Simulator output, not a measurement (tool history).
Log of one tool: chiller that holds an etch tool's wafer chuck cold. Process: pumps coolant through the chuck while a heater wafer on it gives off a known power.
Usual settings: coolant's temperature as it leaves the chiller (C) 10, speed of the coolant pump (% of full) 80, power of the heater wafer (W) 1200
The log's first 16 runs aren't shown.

run	day	coolant's temperature as it leaves the chiller (C)	speed of the coolant pump (% of full)	power of the heater wafer (W)	chuck's temperature once it has settled (C)	how much warmer the coolant comes back (C)
17	29.150	10	80	1200	18.0	4.00
18	31.512	9	67	1200	18.3	4.89
19	32.650	10	77	607	14.2	1.96
20	34.929	10	77	607	14.2	1.93
21	37.238	7	92	873	12.5	2.39
22	39.850	7	92	873	12.3	2.30
23	41.429	7	80	1203	14.9	3.91
24	43.338	19	92	888	24.5	2.34
25	45.304	13	92	888	18.3	2.31
# day 47.329: gauge calibrated
26	47.646	13	92	888	18.6	2.63
27	49.171	12	82	912	17.9	3.15
28	51.400	12	82	912	18.1	3.09
29	53.700	10	82	1572	20.5	5.38
30	55.546	10	82	1572	20.5	5.33
31	57.504	2	80	1200	10.0	4.14
32	60.000	14	73	1200	22.7	4.56
33	61.329	7	97	1570	16.1	4.32

Forecast each of these 3 alternatives for the next run:
# day 61.617: chiller's thermometer calibrated
A	63.196	18	97	1132	?	?
# day 61.617: chiller's thermometer calibrated
B	63.196	17	75	1422	?	?
# day 61.617: chiller's thermometer calibrated
C	63.196	4	69	1222	?	?

run	chuck's temperature once it has settled (C)	how much warmer the coolant comes back (C)
A	24.5	3.12
B	27.1	5.31
C	13.2	4.91
Without the tool's hidden state the same runs would have given:
run	chuck's temperature once it has settled (C)	how much warmer the coolant comes back (C)
A	24.5	3.25
B	27.1	5.43
C	13.2	5.03

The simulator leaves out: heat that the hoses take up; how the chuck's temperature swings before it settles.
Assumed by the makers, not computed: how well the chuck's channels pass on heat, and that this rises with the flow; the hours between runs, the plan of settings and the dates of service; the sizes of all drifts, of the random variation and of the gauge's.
